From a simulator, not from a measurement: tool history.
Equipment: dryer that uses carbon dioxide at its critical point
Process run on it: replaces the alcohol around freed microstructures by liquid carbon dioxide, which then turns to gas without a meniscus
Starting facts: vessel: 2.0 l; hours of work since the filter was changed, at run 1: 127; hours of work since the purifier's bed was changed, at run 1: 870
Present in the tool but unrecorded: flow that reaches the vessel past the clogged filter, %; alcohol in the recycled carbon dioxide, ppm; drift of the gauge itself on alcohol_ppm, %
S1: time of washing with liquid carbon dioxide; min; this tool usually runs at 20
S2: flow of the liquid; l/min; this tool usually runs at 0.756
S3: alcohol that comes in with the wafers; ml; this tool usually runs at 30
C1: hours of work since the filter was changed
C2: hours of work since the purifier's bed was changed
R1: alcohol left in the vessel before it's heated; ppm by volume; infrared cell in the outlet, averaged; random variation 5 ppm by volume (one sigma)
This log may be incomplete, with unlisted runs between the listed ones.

Run 1, hour 0: usual settings; C1 127; C2 870. Result: R1 76 ppm by volume.
Run 2, hour 33.5: usual settings; C1 151; C2 894. Result: R1 82 ppm by volume.
Run 3, hour 75.3: usual settings; C1 180; C2 924. Result: R1 97 ppm by volume.
At hour 124.1: purifier's bed changed.
Run 4, hour 124.6: usual settings but S3 93 ml; C1 213; C2 0. Result: R1 143 ppm by volume.
Run 5, hour 176: usual settings but S2 0.569 l/min, S3 93 ml; C1 250; C2 37. Result: R1 567 ppm by volume.
Run 6, hour 235.9: usual settings but S2 0.569 l/min, S3 93 ml; C1 292; C2 79. Result: R1 592 ppm by volume.
Run 7, hour 267.6: usual settings; C1 315; C2 102. Result: R1 74 ppm by volume.
Run 8, hour 328.6: usual settings but S1 15 min; C1 358; C2 145. Result: R1 247 ppm by volume.
Run 9, hour 358.2: usual settings but S2 0.582 l/min; C1 379; C2 166. Result: R1 216 ppm by volume.
Run 10, hour 429: usual settings but S2 0.582 l/min; C1 430; C2 217. Result: R1 232 ppm by volume.
Run 11, hour 476.9: usual settings but S2 0.582 l/min; C1 464; C2 251. Result: R1 261 ppm by volume.
At hour 516.7: inlet filter changed.
Run 12, hour 549.2: usual settings; C1 23; C2 302. Result: R1 57 ppm by volume.
Run 13, hour 620.2: usual settings; C1 74; C2 352. Result: R1 68 ppm by volume.
Run 14, hour 652.8: usual settings; C1 97; C2 375. Result: R1 52 ppm by volume.
Run 15, hour 692.8: usual settings; C1 125; C2 404. Result: R1 68 ppm by volume.
Run 16, hour 752.1: usual settings; C1 167; C2 446. Result: R1 70 ppm by volume.
Run 17, hour 792.6: usual settings; C1 196; C2 475. Result: R1 77 ppm by volume.
Run 18, hour 828.7: usual settings but S1 19 min; C1 222; C2 500. Result: R1 93 ppm by volume.
Run 19, hour 897.2: usual settings but S1 19 min; C1 271; C2 549. Result: R1 97 ppm by volume.
Run 20, hour 958.9: usual settings but S1 19 min; C1 314; C2 593. Result: R1 108 ppm by volume.
Run 21, hour 1001: usual settings but S1 21 min, S2 1.031 l/min, S3 21 ml; C1 344; C2 623. Result: R1 40 ppm by volume.
Run 22, hour 1061: usual settings but S1 23 min, S2 0.874 l/min, S3 21 ml; C1 387; C2 665. Result: R1 53 ppm by volume.
Run 23, hour 1121: usual settings but S2 0.874 l/min, S3 40 ml; C1 430; C2 708. Result: R1 94 ppm by volume.
Run 24, hour 1162.7: usual settings but S1 31 min, S2 0.874 l/min, S3 115 ml; C1 459; C2 738. Result: R1 42 ppm by volume.
Run 25, hour 1192.4: usual settings but S2 1.018 l/min, S3 33 ml; C1 480; C2 759. Result: R1 60 ppm by volume.
At hour 1206.5: inlet filter changed.
Run 26, hour 1233.1: usual settings but S1 12 min, S2 1.018 l/min, S3 33 ml; C1 19; C2 787. Result: R1 169 ppm by volume.
Run 27, hour 1300.7: usual settings but S1 27 min, S2 1.213 l/min, S3 41 ml; C1 67; C2 835. Result: R1 54 ppm by volume.
Run 28, hour 1353.5: usual settings but S1 27 min, S2 1.213 l/min, S3 26 ml; C1 105; C2 873. Result: R1 46 ppm by volume.
Run 29, hour 1390.3: usual settings but S1 15 min, S2 1.213 l/min, S3 26 ml; C1 131; C2 899. Result: R1 75 ppm by volume.
Run 30, hour 1421.2: usual settings but S1 26 min, S2 0.741 l/min, S3 26 ml; C1 153; C2 921. Result: R1 59 ppm by volume.
At hour 1474: purifier's bed changed.
Run 31, hour 1482.4: usual settings but S1 26 min, S2 0.741 l/min, S3 63 ml; C1 194; C2 6. Result: R1 25 ppm by volume.
Run 32, hour 1534.3: usual settings but S2 1.022 l/min; C1 231; C2 43. Result: R1 15 ppm by volume.
Run 33, hour 1592.4: usual settings but S1 28 min, S2 0.947 l/min, S3 43 ml; C1 272; C2 84. Result: R1 15 ppm by volume.
Run 34, hour 1664: usual settings but S1 14 min, S2 0.769 l/min, S3 38 ml; C1 323; C2 135. Result: R1 367 ppm by volume.

4 ways to go on from here, each from the tool as it stands after run 34. What would each give?
Run A, hour 1714.2: usual settings but S3 54 ml; C1 359; C2 171. Result: R1 ?.
Run B, hour 1714.2: usual settings but S1 30 min, S2 0.662 l/min, S3 66 ml; C1 359; C2 171. Result: R1 ?.
Run C, hour 1714.2: usual settings but S1 14 min, S2 0.769 l/min, S3 28 ml; C1 359; C2 171. Result: R1 ?.
Run D, hour 1714.2: usual settings but S1 23 min, S2 0.769 l/min, S3 84 ml; C1 359; C2 171. Result: R1 ?.

run   R1
  A  120
  B   38
  C  285
  D   79
Take away the tool's hidden state, keep each run's random variation, and the runs would have read:
run   R1
  A   49
  B   14
  C  156
  D   29

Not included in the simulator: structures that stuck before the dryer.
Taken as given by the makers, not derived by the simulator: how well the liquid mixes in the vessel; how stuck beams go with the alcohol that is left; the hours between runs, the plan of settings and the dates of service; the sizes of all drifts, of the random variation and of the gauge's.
